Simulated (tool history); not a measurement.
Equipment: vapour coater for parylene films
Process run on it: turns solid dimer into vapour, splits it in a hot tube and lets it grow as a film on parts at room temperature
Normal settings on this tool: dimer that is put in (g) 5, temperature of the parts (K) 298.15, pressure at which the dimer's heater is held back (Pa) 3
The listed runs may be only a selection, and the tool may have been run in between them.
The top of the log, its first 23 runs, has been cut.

run	hour	dimer that is put in (g)	temperature of the parts (K)	pressure at which the dimer's heater is held back (Pa)	hours of work since the trap's valve was overhauled	hours of work since the table's thermometer was calibrated	thickness of the film (um)
# hour 442.5: trap's valve overhauled
24	445	5	298.15	3	2	686	3.84
25	467.7	3	294.15	8.15	17	701	2.28
26	482.6	2	302.15	3.81	26	711	1.2
27	502.1	2	302.15	3.81	39	724	1.18
28	528.7	2	302.15	3.81	57	741	1.17
29	556.8	4	302.15	3.81	75	760	2.34
30	577.7	9	302.15	2.6	89	773	5.62
31	601	9	302.15	2.6	104	789	5.64
32	622.8	2	301.15	3	119	803	1.27
33	636.6	7	293.15	4.8	128	812	5.89
# hour 640.1: table's thermometer calibrated
34	653.5	4	296.15	7.59	138	9	2.87
35	664.9	4	296.15	7.59	146	16	2.85
36	686.2	3	291.15	9.46	160	30	2.61
37	703.9	7	305.15	7.42	171	42	3.31
38	729	2	301.15	8.05	188	58	1.09
39	741.4	2	292.15	10.7	196	67	1.61
40	759.1	2	292.15	10.7	208	78	1.61
41	778.9	2	292.15	2.63	221	91	2.05
42	805	2	303.15	6.12	238	109	1.07
43	823.7	4	297.15	4.56	250	121	2.87
44	844.4	4	297.15	4.56	264	134	2.87
45	861.1	4	297.15	4.56	275	145	2.88
46	880.3	3	293.15	3.47	287	158	2.73
# hour 899.3: trap's valve overhauled
47	900	5	308.15	10.53	0	168	1.98
48	911.9	5	308.15	10.53	8	176	1.99

What if the next run were any one of these 3? Each begins from the tool's condition after run 48:
A	939.5	5	300.15	6.17	26	194	?
B	939.5	6	290.15	10.98	26	194	?
C	939.5	3	292.15	3	26	194	?

run	thickness of the film (um)
A	3.17
B	5.41
C	3.13
Without the tool's unlogged condition, the same runs would have read:
run	thickness of the film (um)
A	3.26
B	5.56
C	3.22

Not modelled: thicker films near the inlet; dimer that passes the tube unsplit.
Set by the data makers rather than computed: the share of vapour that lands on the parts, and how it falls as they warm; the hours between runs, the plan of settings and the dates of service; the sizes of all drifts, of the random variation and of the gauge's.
